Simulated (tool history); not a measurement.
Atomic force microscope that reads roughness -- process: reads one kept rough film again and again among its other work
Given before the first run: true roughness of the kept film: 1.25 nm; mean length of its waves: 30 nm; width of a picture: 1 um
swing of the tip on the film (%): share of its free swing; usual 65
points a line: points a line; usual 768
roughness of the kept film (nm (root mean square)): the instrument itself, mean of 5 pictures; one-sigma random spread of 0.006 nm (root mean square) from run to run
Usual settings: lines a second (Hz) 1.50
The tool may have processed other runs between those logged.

run,day,lines a second (Hz),swing of the tip on the film (%),points a line,roughness of the kept film (nm (root mean square))
1,0.000,1.50,65,768,1.117
2,1.117,1.50,65,768,1.110
3,2.217,1.50,65,768,1.114
4,3.283,1.50,65,768,1.104
# day 4.225: new tip fitted
5,4.408,0.68,65,768,1.147
6,5.754,0.68,65,768,1.144
7,7.588,1.50,65,768,1.108
8,8.575,1.50,65,411,1.104
# day 8.954: new tip fitted
9,9.525,1.50,65,411,1.105
10,11.075,2.33,65,768,1.063
11,12.542,2.33,65,768,1.080
# day 13.717: new tip fitted
12,13.717,1.37,65,768,1.131
13,15.358,2.59,84,661,0.907
14,16.325,2.59,66,382,1.052
15,17.754,1.37,57,361,1.126

Predict the results of run 16:
# day 18.404: new tip fitted
16,19.792,1.50,81,768,?

Run 16 measured roughness of the kept film (nm (root mean square)) 1.028.
On a tool with no hidden condition, and with the same random variation, this run would have come out at roughness of the kept film (nm (root mean square)) 1.030.
